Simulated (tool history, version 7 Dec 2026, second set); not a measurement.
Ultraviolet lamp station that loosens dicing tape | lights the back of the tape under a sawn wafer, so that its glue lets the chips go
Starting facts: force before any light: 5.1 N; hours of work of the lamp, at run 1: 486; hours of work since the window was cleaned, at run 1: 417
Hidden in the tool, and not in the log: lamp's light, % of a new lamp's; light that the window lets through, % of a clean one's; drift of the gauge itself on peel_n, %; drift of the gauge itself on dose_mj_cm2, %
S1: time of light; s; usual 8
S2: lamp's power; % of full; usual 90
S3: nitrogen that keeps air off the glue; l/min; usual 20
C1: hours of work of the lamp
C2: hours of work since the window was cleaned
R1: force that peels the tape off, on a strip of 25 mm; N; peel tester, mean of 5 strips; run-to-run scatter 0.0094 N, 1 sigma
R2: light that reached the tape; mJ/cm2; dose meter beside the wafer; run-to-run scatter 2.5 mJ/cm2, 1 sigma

run   hour  S1  S2  S3   C1   C2     R1   R2
  1      0   8  90  20  486  417  0.574  234
  2   20.9   8  90  20  501  433  0.579  234
  3   31.2   8  90  20  509  440  0.599  232
  4     47   8  90  20  521  452  0.589  231
  5   62.3   8  90  20  532  464  0.598  230
  6   82.1   8  90  20  547  479  0.607  226
  7   98.2   8  90  20  559  491  0.607  229
  8  111.5   8  90  20  569  501  0.618  226
     115.1  -- window cleaned of glue's vapour
  9  126.3   8  90  20  580    8  0.502  253
 10  141.7   8  90  20  592   20  0.513  256
 11  160.2   8  90   7  606   34   0.85  252
 12  180.1   8  90   7  621   49   0.84  251
 13  190.1   8  90   7  628   56   0.84  247
 14  200.1   8  90   7  635   64  0.902  247
 15  215.2   8  90  20  647   75  0.525  242
 16  238.7   8  90  20  664   93  0.522  247
 17  251.4   8  90  20  674  102  0.518  246
 18  270.8  14  90  20  689  117  0.181  430
 19  291.3  14  90   9  704  132  0.265  421
 20  311.2   5  90  20  719  147  1.229  146
 21  327.2  15  90  20  731  159  0.163  449
 22    338   5  90  10  739  167  1.497  153
 23  356.9  10  67  25  753  181  0.598  218
 24  367.1  11  92   8  761  189   0.46  331
 25  390.2  11  92   8  778  206  0.475  333
 26  407.2  12  63  25  791  219  0.496  243
 27  422.5   9  73   8  802  231  1.046  208
 28  436.2   9  96  20  813  241  0.407  273
 29  459.4   8  64  15  830  258  1.147  162
 30  481.3   4  66  26  846  275  2.203   85
 31  495.8   8  95  20  857  286  0.557  244
 32  514.7   4  61  20  871  300  2.522   79
 33  537.8  12  90  20  889  317  0.279  338
 34  554.4  12  90  20  901  330  0.289  338
 35  571.5  12  94  20  914  342   0.26  347
 36  590.1  12  94  20  928  356  0.264  348
 37  608.1   5  87  33  942  370  1.236  135
 38    629   8  79  20  957  386  0.856  191
 39  644.1   9  64   6  969  397  1.501  178
 40  655.4   9  64   6  977  405  1.497  177
 41  673.4   9  64   6  991  419  1.492  174

Branching from run 41: 3 alternative next runs. What would each branch give?
  A  691.5  12  63   8  1004  432   ?   ?
  B  691.5  10  82  20  1004  432   ?   ?
  C  691.5   9  64  31  1004  432   ?   ?

run     R1   R2
  A  0.956  222
  B  0.552  244
  C  0.885  169
Stripped of hidden state, with their random variation kept, the same runs would have yielded:
run     R1   R2
  A  0.581  297
  B  0.309  325
  C  0.521  226
